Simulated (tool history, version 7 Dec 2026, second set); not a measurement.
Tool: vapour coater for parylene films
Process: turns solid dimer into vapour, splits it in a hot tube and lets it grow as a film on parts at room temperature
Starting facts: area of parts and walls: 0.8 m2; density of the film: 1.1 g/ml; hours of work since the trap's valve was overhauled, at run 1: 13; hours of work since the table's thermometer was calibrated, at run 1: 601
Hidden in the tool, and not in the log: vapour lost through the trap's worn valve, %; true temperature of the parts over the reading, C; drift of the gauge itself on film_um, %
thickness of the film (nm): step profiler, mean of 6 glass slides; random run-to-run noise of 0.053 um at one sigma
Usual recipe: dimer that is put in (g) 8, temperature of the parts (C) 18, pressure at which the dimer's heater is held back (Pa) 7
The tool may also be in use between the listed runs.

run    hour  dimer that is put in (g)  temperature of the parts (C)  pressure at which the dimer's heater is held back (Pa)  hours of work since the trap's valve was overhauled  hours of work since the table's thermometer was calibrated  thickness of the film (nm)
  1       0                         8                            18                                                       7                                                   13                                                         601                        5950
  2    22.6                         8                            18                                                   10.02                                                   27                                                         615                        5500
  3    59.9                         8                            18                                                       7                                                   49                                                         637                        5870
  4    95.1                         8                            18                                                       7                                                   70                                                         658                        5790
  5   145.1                         8                            18                                                       7                                                   99                                                         687                        5670
  6   194.1                         8                            18                                                       7                                                  128                                                         716                        5670
  7   218.7                         8                            18                                                       7                                                  143                                                         731                        5590
  8     265                         8                            18                                                       7                                                  170                                                         758                        5370
  9   292.1                         6                            18                                                       7                                                  186                                                         774                        4030
 10   328.7                         6                            26                                                       7                                                  208                                                         796                        3500
 11   373.1                         6                            26                                                       7                                                  234                                                         822                        3380
 12   417.3                         8                            18                                                       7                                                  260                                                         848                        5140
      437.7  -- trap's valve overhauled
 13   467.6                         8                            18                                                       7                                                   18                                                         876                        5980
 14     515                         8                            18                                                    9.46                                                   46                                                         904                        5450
 15   547.9                         8                            18                                                     2.1                                                   65                                                         923                        7540
 16   593.8                         8                            12                                                     2.1                                                   92                                                         950                        8120
 17     639                         8                            12                                                     2.1                                                  119                                                         977                        8060
 18   666.1                         8                            21                                                       7                                                  135                                                         993                        5270
 19   706.5                         8                            20                                                       7                                                  159                                                        1017                        5280
 20   730.3                         8                            20                                                       7                                                  173                                                        1031                        5190
 21   751.1                         8                            20                                                       7                                                  185                                                        1043                        5120
 22   796.1                         8                            20                                                       7                                                  212                                                        1070                        5090
 23   831.7                         8                            20                                                       7                                                  233                                                        1091                        4970
      837.3  -- table's thermometer calibrated
 24   863.5                         8                            20                                                       7                                                  251                                                          16                        4890
      900.1  -- trap's valve overhauled
 25   903.6                         8                            26                                                     8.7                                                    2                                                          37                        4900
 26   936.1                         9                            18                                                    3.14                                                   21                                                          56                        7840
 27   966.6                         8                            12                                                    2.59                                                   39                                                          74                        7890
      987.9  -- table's thermometer calibrated, once more
 28  1013.5                         8                            12                                                    5.92                                                   67                                                          15                        6810
 29  1058.1                         4                            13                                                    2.48                                                   93                                                          42                        3920
 30  1084.5                         4                            18                                                    4.48                                                  109                                                          57                        3160
 31    1106                         8                            20                                                    6.49                                                  121                                                          70                        5610
 32  1131.6                        12                            18                                                       7                                                  136                                                          85                        8550
 33    1165                         8                            18                                                    7.71                                                  156                                                         105                        5540
 34  1197.6                         8                            18                                                    4.25                                                  175                                                         124                        6060
 35  1245.1                         5                            28                                                    4.25                                                  204                                                         152                        3260
 36  1280.3                         6                            21                                                    2.22                                                  224                                                         173                        4890
 37  1320.8                        13                            15                                                    5.54                                                  248                                                         197                        9320
 38  1345.7                        13                            15                                                    5.54                                                  263                                                         212                        9280
     1363.9  -- trap's valve overhauled
 39  1389.4                        10                            15                                                    8.18                                                   15                                                         235                        7520
 40  1434.1                        10                            15                                                    8.18                                                   42                                                         262                        7450
 41  1457.4                        10                            15                                                    4.51                                                   55                                                         275                        8550
 42    1492                         9                            15                                                    4.51                                                   76                                                         296                        7520
 43  1518.7                         9                            15                                                    4.51                                                   92                                                         312                        7550
 44  1547.3                         4                            12                                                    8.02                                                  109                                                         329                        3050
 45  1583.7                         8                            20                                                   10.57                                                  130                                                         350                        5020
 46  1609.1                         8                            20                                                   10.57                                                  145                                                         365                        4960
 47  1641.1                         8                            18                                                    7.94                                                  164                                                         384                        5240

What differs in the tool's unlogged condition from the final listed run ahead of each entry between runs to the first listed run following it?
Run 12 -> run 13: trap's valve overhauled (hour 437.7)
  vapour lost through the trap's worn valve, %: 14.9 -> 1; true temperature of the parts over the reading, C: 1.35 -> 1.38
  measured less the result without the state, thickness of the film (nm): -1040 -> -210
Run 23 -> run 24: table's thermometer calibrated (hour 837.3)
  vapour lost through the trap's worn valve, %: 13.2 -> 14.1; true temperature of the parts over the reading, C: 1.69 -> 2.2
  measured less the result without the state, thickness of the film (nm): -930 -> -1010
Run 24 -> run 25: trap's valve overhauled (hour 900.1)
  vapour lost through the trap's worn valve, %: 14.1 -> 0.7; true temperature of the parts over the reading, C: 2.2 -> 2.23
  measured less the result without the state, thickness of the film (nm): -1010 -> -220
Run 27 -> run 28: table's thermometer calibrated, once more (hour 987.9)
  vapour lost through the trap's worn valve, %: 2.8 -> 4.3; true temperature of the parts over the reading, C: 2.28 -> -0.06
  measured less the result without the state, thickness of the film (nm): -540 -> -300
Run 38 -> run 39: trap's valve overhauled (hour 1363.9)
  vapour lost through the trap's worn valve, %: 15.3 -> 1.7; true temperature of the parts over the reading, C: 0.23 -> 0.27
  measured less the result without the state, thickness of the film (nm): -1730 -> -170

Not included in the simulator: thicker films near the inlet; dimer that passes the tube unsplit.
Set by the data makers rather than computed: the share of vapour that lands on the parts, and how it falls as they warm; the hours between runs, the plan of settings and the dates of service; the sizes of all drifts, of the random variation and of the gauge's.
